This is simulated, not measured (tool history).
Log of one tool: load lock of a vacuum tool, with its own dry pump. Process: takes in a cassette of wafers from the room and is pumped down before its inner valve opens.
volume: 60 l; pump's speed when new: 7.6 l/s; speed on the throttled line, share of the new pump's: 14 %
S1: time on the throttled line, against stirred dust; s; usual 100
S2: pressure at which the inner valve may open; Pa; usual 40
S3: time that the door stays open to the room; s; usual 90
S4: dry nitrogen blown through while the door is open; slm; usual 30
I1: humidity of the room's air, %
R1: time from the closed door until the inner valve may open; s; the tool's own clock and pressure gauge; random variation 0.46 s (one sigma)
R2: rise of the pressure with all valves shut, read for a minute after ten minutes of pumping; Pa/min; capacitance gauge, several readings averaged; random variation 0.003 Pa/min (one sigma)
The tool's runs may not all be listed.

{"run": 1, "hour": 0.0, "S1": 100, "S2": 40, "S3": 90, "S4": 30, "I1": 43.4, "R1": 149.6, "R2": 0.141}
{"run": 2, "hour": 115.8, "S1": 100, "S2": 40, "S3": 90, "S4": 30, "I1": 44.9, "R1": 149, "R2": 0.147}
{"run": 3, "hour": 241.2, "S1": 100, "S2": 40, "S3": 90, "S4": 30, "I1": 45, "R1": 150.2, "R2": 0.146}
{"run": 4, "hour": 391.8, "S1": 100, "S2": 40, "S3": 90, "S4": 30, "I1": 45.1, "R1": 149.6, "R2": 0.148}
{"run": 5, "hour": 517.4, "S1": 100, "S2": 40, "S3": 90, "S4": 30, "I1": 44.9, "R1": 149.5, "R2": 0.148}
{"run": 6, "hour": 654.6, "S1": 100, "S2": 40, "S3": 90, "S4": 30, "I1": 45.9, "R1": 149.4, "R2": 0.16}
{"run": 7, "hour": 812.8, "S1": 100, "S2": 40, "S3": 90, "S4": 30, "I1": 44.9, "R1": 149.1, "R2": 0.164}
{"run": 8, "hour": 920.4, "S1": 100, "S2": 40, "S3": 90, "S4": 30, "I1": 44.4, "R1": 149.4, "R2": 0.161}
{"run": 9, "hour": 1116.2, "S1": 100, "S2": 40, "S3": 90, "S4": 30, "I1": 48.1, "R1": 150.1, "R2": 0.168}
{"run": 10, "hour": 1221.8, "S1": 169, "S2": 40, "S3": 90, "S4": 30, "I1": 45.3, "R1": 208.6, "R2": 0.171}
{"run": 11, "hour": 1312.9, "S1": 141, "S2": 28, "S3": 207, "S4": 41, "I1": 43.7, "R1": 188.2, "R2": 0.175}
{"run": 12, "hour": 1424.2, "S1": 100, "S2": 33, "S3": 90, "S4": 30, "I1": 46.9, "R1": 151.8, "R2": 0.173}
{"run": 13, "hour": 1537.9, "S1": 100, "S2": 33, "S3": 90, "S4": 30, "I1": 48.1, "R1": 151.7, "R2": 0.181}
{"run": 14, "hour": 1661.1, "S1": 100, "S2": 58, "S3": 90, "S4": 30, "I1": 44, "R1": 147.2, "R2": 0.186}
{"run": 15, "hour": 1749.4, "S1": 153, "S2": 58, "S3": 41, "S4": 32, "I1": 43.9, "R1": 192, "R2": 0.173}
{"run": 16, "hour": 1883.8, "S1": 116, "S2": 40, "S3": 90, "S4": 34, "I1": 47, "R1": 163.4, "R2": 0.186}
{"run": 17, "hour": 1979.1, "S1": 116, "S2": 40, "S3": 189, "S4": 30, "I1": 42.1, "R1": 164.3, "R2": 0.193}
{"run": 18, "hour": 2130.2, "S1": 116, "S2": 40, "S3": 189, "S4": 30, "I1": 45, "R1": 163.5, "R2": 0.209}
{"run": 19, "hour": 2309.8, "S1": 116, "S2": 40, "S3": 189, "S4": 30, "I1": 44.1, "R1": 164.5, "R2": 0.211}
{"run": 20, "hour": 2417.0, "S1": 100, "S2": 31, "S3": 91, "S4": 37, "I1": 43.6, "R1": 151.9, "R2": 0.199}

Measured less the same run without the tool's hidden state. The same run-to-run variation is in both; the gauge's scatter may not be:
The hidden state here: pump's speed, % of a new pump's; leak at the door's seal, Pa l/s; drift of the gauge itself on ready_s, %; drift of the gauge itself on rise_pa_min, %.
run=1 R1=+1.4 R2=+0.107
run=2 R1=+1.4 R2=+0.11
run=3 R1=+1.4 R2=+0.111
run=4 R1=+1.5 R2=+0.116
run=5 R1=+1.6 R2=+0.117
run=6 R1=+1.6 R2=+0.121
run=7 R1=+1.7 R2=+0.125
run=8 R1=+1.6 R2=+0.126
run=9 R1=+1.8 R2=+0.133
run=10 R1=+1.5 R2=+0.134
run=11 R1=+1.7 R2=+0.136
run=12 R1=+2 R2=+0.139
run=13 R1=+1.9 R2=+0.143
run=14 R1=+1.9 R2=+0.149
run=15 R1=+1.6 R2=+0.148
run=16 R1=+2 R2=+0.153
run=17 R1=+1.9 R2=+0.152
run=18 R1=+2 R2=+0.161
run=19 R1=+2.1 R2=+0.165
run=20 R1=+2.3 R2=+0.167

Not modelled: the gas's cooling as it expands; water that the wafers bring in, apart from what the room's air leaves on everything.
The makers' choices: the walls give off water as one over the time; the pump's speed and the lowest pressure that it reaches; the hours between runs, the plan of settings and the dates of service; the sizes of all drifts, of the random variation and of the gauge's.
